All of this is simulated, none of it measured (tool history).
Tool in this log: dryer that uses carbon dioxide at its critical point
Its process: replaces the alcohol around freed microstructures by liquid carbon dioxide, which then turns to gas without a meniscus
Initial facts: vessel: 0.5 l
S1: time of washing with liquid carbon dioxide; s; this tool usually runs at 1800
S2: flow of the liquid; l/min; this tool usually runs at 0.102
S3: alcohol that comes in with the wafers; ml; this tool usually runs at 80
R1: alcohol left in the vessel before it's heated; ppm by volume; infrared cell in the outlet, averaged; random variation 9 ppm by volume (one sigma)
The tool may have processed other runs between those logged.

run   hour    S1     S2  S3    R1
  1      0  1800  0.102  80   939
  2   21.7  1800  0.102  80   937
  3   45.9  1800  0.102  80   568
  4   62.8  1800  0.102  80   576
  5   83.5  1800  0.102  80   590
  6   96.1  1800  0.102  46   371
  7  115.5  1800  0.102  46   389
  8  130.6  1800  0.156  80    94
  9  153.2  1800  0.119  80   290
 10  164.9  1800  0.119  80   308
 11  178.5  1800  0.119  80   314
 12  191.4  1800  0.114  80   377
 13  214.5  1800  0.102  80   718
 14  238.4  1800  0.102  80   754
 15  249.5  1560  0.102  80  1484
 16  270.5  1560  0.102  80  1477
 17  289.2  1200  0.102  23  1301
 18    304  1440  0.076  45  3661
 19    317  1800  0.102  26   319
 20  337.5  1800  0.102  26   331
 21  353.5  1800  0.087  47  1065
 22  369.3  1800  0.106  80   724
 23  393.6  1800  0.106  80   757
 24  410.4  1620   0.14  32   189
 25    429  1620   0.14  32    98
 26  450.5  1620  0.088  48  1657
 27  473.2  1560  0.109  48   783
 28  483.9  2520  0.102  28    56
 29  496.5  2520  0.155  55    17
 30  516.5  2520  0.155  55    13
 31  539.2  2520  0.155  55    15

Not shown here: 3 entries made in the log between runs. Locate each between two listed runs and compare the hidden state at the listed run before it with the hidden state at the listed run after it:
Run 2 -> run 3: inlet filter changed (hour 38)
  flow that reaches the vessel past the clogged filter, %: 89.6 -> 99.7; alcohol in the recycled carbon dioxide, ppm: 57.7 -> 60.2
  measured value less the no-hidden-state value, R1: +450 -> +68 ppm by volume
Run 24 -> run 25: purifier's bed changed (hour 420.8)
  flow that reaches the vessel past the clogged filter, %: 91.2 -> 90.8; alcohol in the recycled carbon dioxide, ppm: 99 -> 7.1
  measured value less the no-hidden-state value, R1: +140 -> +47 ppm by volume
Run 29 -> run 30: inlet filter changed (hour 504.7)
  flow that reaches the vessel past the clogged filter, %: 89.2 -> 99.6; alcohol in the recycled carbon dioxide, ppm: 14.2 -> 16.2
  measured value less the no-hidden-state value, R1: +10 -> +12 ppm by volume

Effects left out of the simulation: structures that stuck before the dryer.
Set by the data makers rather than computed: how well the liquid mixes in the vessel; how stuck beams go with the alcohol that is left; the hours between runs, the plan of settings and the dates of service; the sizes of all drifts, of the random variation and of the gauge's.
